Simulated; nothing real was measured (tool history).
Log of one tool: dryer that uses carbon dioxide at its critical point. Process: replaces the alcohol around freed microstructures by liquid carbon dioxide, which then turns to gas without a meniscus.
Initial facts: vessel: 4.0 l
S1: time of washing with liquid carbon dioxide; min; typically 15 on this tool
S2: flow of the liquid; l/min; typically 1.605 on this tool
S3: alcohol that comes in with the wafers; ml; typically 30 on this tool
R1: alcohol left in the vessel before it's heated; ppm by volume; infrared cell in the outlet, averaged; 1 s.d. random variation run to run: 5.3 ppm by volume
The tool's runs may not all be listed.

run	hour	S1	S2	S3	R1
1	0.0	15	1.605	30	147
2	15.6	15	1.605	30	161
3	39.5	15	1.605	30	165
4	55.8	13	1.605	30	252
5	78.6	15	1.605	30	165
6	107.6	15	1.605	30	173
7	132.3	15	1.605	30	183
8	153.2	15	1.530	30	215
9	172.8	15	1.530	30	213
10	186.7	15	1.530	30	214
11	212.3	15	1.605	33	216
12	240.1	21	1.010	37	343
13	259.6	13	2.720	80	107
14	289.1	15	1.605	42	254
15	307.1	11	1.310	46	1115
16	333.3	16	1.310	32	318
17	347.3	18	1.480	22	137
18	360.5	15	1.530	40	297
19	387.8	13	1.970	37	213
20	411.3	10	1.000	34	1779
21	437.4	16	1.000	90	1796

Some steps in R1 between neighbouring runs. How much of each would the tool show without its hidden state too (settings, what came in, random variation), and how much is left for the hidden state, with any gauge scatter that isn't in both results?
Hidden state at play: flow that reaches the vessel past the clogged filter, %; alcohol in the recycled carbon dioxide, ppm; drift of the gauge itself on alcohol_ppm, %.
Run 14 -> 15: S1 15 -> 11, S2 1.605 -> 1.310, S3 42 -> 46. R1 +861 ppm by volume: hidden state +110, all else +751.
Run 19 -> 20: S1 13 -> 10, S2 1.970 -> 1.000, S3 37 -> 34. R1 +1566 ppm by volume: hidden state +177, all else +1389.
Run 20 -> 21: S1 10 -> 16, S3 34 -> 90. R1 +17 ppm by volume: hidden state +134, all else -117.

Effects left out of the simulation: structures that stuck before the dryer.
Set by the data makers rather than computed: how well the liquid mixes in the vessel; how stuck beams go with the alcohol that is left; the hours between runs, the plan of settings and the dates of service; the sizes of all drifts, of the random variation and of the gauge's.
